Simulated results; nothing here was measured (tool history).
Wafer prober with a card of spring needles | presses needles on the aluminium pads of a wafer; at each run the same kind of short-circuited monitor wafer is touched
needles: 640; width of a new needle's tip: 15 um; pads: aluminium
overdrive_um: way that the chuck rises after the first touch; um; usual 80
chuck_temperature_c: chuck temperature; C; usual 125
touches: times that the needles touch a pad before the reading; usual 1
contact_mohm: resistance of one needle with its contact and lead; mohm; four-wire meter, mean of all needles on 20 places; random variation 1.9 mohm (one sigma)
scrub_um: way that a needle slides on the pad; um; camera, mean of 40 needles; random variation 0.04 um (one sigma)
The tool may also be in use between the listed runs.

{"run": 1, "hour": 0.0, "overdrive_um": 80, "chuck_temperature_c": 125, "touches": 1, "contact_mohm": 254, "scrub_um": 19.79}
{"hour": 9.8, "done": "tips cleaned on abrasive film"}
{"run": 2, "hour": 14.4, "overdrive_um": 80, "chuck_temperature_c": 75, "touches": 1, "contact_mohm": 214, "scrub_um": 19.7}
{"run": 3, "hour": 20.6, "overdrive_um": 67, "chuck_temperature_c": 125, "touches": 1, "contact_mohm": 247, "scrub_um": 16.53}
{"run": 4, "hour": 31.6, "overdrive_um": 67, "chuck_temperature_c": 125, "touches": 1, "contact_mohm": 276, "scrub_um": 16.45}
{"run": 5, "hour": 38.7, "overdrive_um": 80, "chuck_temperature_c": 88, "touches": 1, "contact_mohm": 265, "scrub_um": 19.67}
{"hour": 41.5, "done": "tips cleaned on abrasive film"}
{"run": 6, "hour": 50.6, "overdrive_um": 80, "chuck_temperature_c": 88, "touches": 1, "contact_mohm": 228, "scrub_um": 19.72}
{"run": 7, "hour": 60.5, "overdrive_um": 80, "chuck_temperature_c": 88, "touches": 1, "contact_mohm": 247, "scrub_um": 19.71}
{"run": 8, "hour": 70.4, "overdrive_um": 80, "chuck_temperature_c": 88, "touches": 1, "contact_mohm": 265, "scrub_um": 19.7}
{"hour": 74.1, "done": "tips cleaned on abrasive film"}
{"run": 9, "hour": 79.7, "overdrive_um": 80, "chuck_temperature_c": 39, "touches": 1, "contact_mohm": 210, "scrub_um": 19.69}
{"run": 10, "hour": 85.8, "overdrive_um": 80, "chuck_temperature_c": 119, "touches": 1, "contact_mohm": 239, "scrub_um": 19.65}
{"run": 11, "hour": 96.2, "overdrive_um": 60, "chuck_temperature_c": 119, "touches": 1, "contact_mohm": 288, "scrub_um": 14.72}
{"hour": 105.8, "done": "tips cleaned on abrasive film"}
{"run": 12, "hour": 110.7, "overdrive_um": 80, "chuck_temperature_c": 125, "touches": 2, "contact_mohm": 212, "scrub_um": 19.64}
{"run": 13, "hour": 122.6, "overdrive_um": 80, "chuck_temperature_c": 125, "touches": 2, "contact_mohm": 229, "scrub_um": 19.62}
{"run": 14, "hour": 136.9, "overdrive_um": 80, "chuck_temperature_c": 125, "touches": 1, "contact_mohm": 271, "scrub_um": 19.62}
{"hour": 137.9, "done": "tips cleaned on abrasive film"}
{"run": 15, "hour": 150.5, "overdrive_um": 80, "chuck_temperature_c": 125, "touches": 1, "contact_mohm": 242, "scrub_um": 19.62}
{"run": 16, "hour": 157.0, "overdrive_um": 80, "chuck_temperature_c": 95, "touches": 1, "contact_mohm": 246, "scrub_um": 19.59}
{"hour": 170.1, "done": "tips cleaned on abrasive film"}
{"run": 17, "hour": 172.1, "overdrive_um": 80, "chuck_temperature_c": 125, "touches": 1, "contact_mohm": 211, "scrub_um": 19.63}
{"run": 18, "hour": 179.1, "overdrive_um": 80, "chuck_temperature_c": 125, "touches": 1, "contact_mohm": 230, "scrub_um": 19.59}
{"run": 19, "hour": 188.0, "overdrive_um": 80, "chuck_temperature_c": 125, "touches": 1, "contact_mohm": 253, "scrub_um": 19.64}
{"hour": 202.0, "done": "tips cleaned on abrasive film"}
{"run": 20, "hour": 202.8, "overdrive_um": 75, "chuck_temperature_c": 44, "touches": 1, "contact_mohm": 196, "scrub_um": 18.34}
{"run": 21, "hour": 209.5, "overdrive_um": 63, "chuck_temperature_c": 60, "touches": 2, "contact_mohm": 219, "scrub_um": 15.4}
{"run": 22, "hour": 221.7, "overdrive_um": 64, "chuck_temperature_c": 31, "touches": 1, "contact_mohm": 272, "scrub_um": 15.57}
{"run": 23, "hour": 228.9, "overdrive_um": 64, "chuck_temperature_c": 41, "touches": 1, "contact_mohm": 299, "scrub_um": 15.62}
{"hour": 233.5, "done": "tips cleaned on abrasive film"}
{"run": 24, "hour": 240.8, "overdrive_um": 75, "chuck_temperature_c": 77, "touches": 2, "contact_mohm": 212, "scrub_um": 18.25}
{"run": 25, "hour": 249.9, "overdrive_um": 65, "chuck_temperature_c": 77, "touches": 1, "contact_mohm": 269, "scrub_um": 15.87}
{"run": 26, "hour": 262.0, "overdrive_um": 67, "chuck_temperature_c": 29, "touches": 1, "contact_mohm": 291, "scrub_um": 16.32}
{"hour": 265.2, "done": "tips cleaned on abrasive film"}
{"run": 27, "hour": 276.9, "overdrive_um": 80, "chuck_temperature_c": 92, "touches": 2, "contact_mohm": 222, "scrub_um": 19.54}
{"run": 28, "hour": 289.9, "overdrive_um": 80, "chuck_temperature_c": 92, "touches": 2, "contact_mohm": 233, "scrub_um": 19.56}
{"hour": 297.3, "done": "tips cleaned on abrasive film"}
{"run": 29, "hour": 301.2, "overdrive_um": 85, "chuck_temperature_c": 97, "touches": 2, "contact_mohm": 203, "scrub_um": 20.75}
{"run": 30, "hour": 313.8, "overdrive_um": 85, "chuck_temperature_c": 97, "touches": 2, "contact_mohm": 225, "scrub_um": 20.72}
{"run": 31, "hour": 324.7, "overdrive_um": 70, "chuck_temperature_c": 26, "touches": 2, "contact_mohm": 242, "scrub_um": 17.01}
{"hour": 329.7, "done": "tips cleaned on abrasive film"}
{"run": 32, "hour": 332.6, "overdrive_um": 70, "chuck_temperature_c": 91, "touches": 2, "contact_mohm": 211, "scrub_um": 17.01}
{"run": 33, "hour": 346.7, "overdrive_um": 70, "chuck_temperature_c": 91, "touches": 2, "contact_mohm": 235, "scrub_um": 16.94}
{"run": 34, "hour": 356.6, "overdrive_um": 92, "chuck_temperature_c": 93, "touches": 1, "contact_mohm": 250, "scrub_um": 22.41}
{"hour": 361.8, "done": "tips cleaned on abrasive film"}
{"run": 35, "hour": 364.3, "overdrive_um": 61, "chuck_temperature_c": 31, "touches": 2, "contact_mohm": 202, "scrub_um": 14.77}
{"run": 36, "hour": 372.0, "overdrive_um": 70, "chuck_temperature_c": 80, "touches": 3, "contact_mohm": 211, "scrub_um": 17.0}

The same runs without the tool's hidden state, with the same run-to-run variation:
The hidden state here: debris on the tips, nm; way that the needles fall short of the set height, um; tips' diameter, um; drift of the gauge itself on contact_mohm, %; drift of the gauge itself on scrub_um, %.
run=1 contact_mohm=202 scrub_um=19.83
run=2 contact_mohm=193 scrub_um=19.77
run=3 contact_mohm=202 scrub_um=16.60
run=4 contact_mohm=203 scrub_um=16.52
run=5 contact_mohm=195 scrub_um=19.75
run=6 contact_mohm=195 scrub_um=19.81
run=7 contact_mohm=193 scrub_um=19.81
run=8 contact_mohm=195 scrub_um=19.79
run=9 contact_mohm=184 scrub_um=19.81
run=10 contact_mohm=201 scrub_um=19.77
run=11 contact_mohm=201 scrub_um=14.84
run=12 contact_mohm=201 scrub_um=19.78
run=13 contact_mohm=202 scrub_um=19.76
run=14 contact_mohm=203 scrub_um=19.76
run=15 contact_mohm=204 scrub_um=19.79
run=16 contact_mohm=194 scrub_um=19.76
run=17 contact_mohm=201 scrub_um=19.82
run=18 contact_mohm=201 scrub_um=19.79
run=19 contact_mohm=203 scrub_um=19.83
run=20 contact_mohm=185 scrub_um=18.56
run=21 contact_mohm=190 scrub_um=15.61
run=22 contact_mohm=183 scrub_um=15.79
run=23 contact_mohm=190 scrub_um=15.84
run=24 contact_mohm=191 scrub_um=18.49
run=25 contact_mohm=195 scrub_um=16.12
run=26 contact_mohm=185 scrub_um=16.57
run=27 contact_mohm=198 scrub_um=19.81
run=28 contact_mohm=194 scrub_um=19.83
run=29 contact_mohm=194 scrub_um=21.05
run=30 contact_mohm=197 scrub_um=21.02
run=31 contact_mohm=184 scrub_um=17.31
run=32 contact_mohm=200 scrub_um=17.34
run=33 contact_mohm=197 scrub_um=17.27
run=34 contact_mohm=194 scrub_um=22.74
run=35 contact_mohm=187 scrub_um=15.13
run=36 contact_mohm=194 scrub_um=17.36
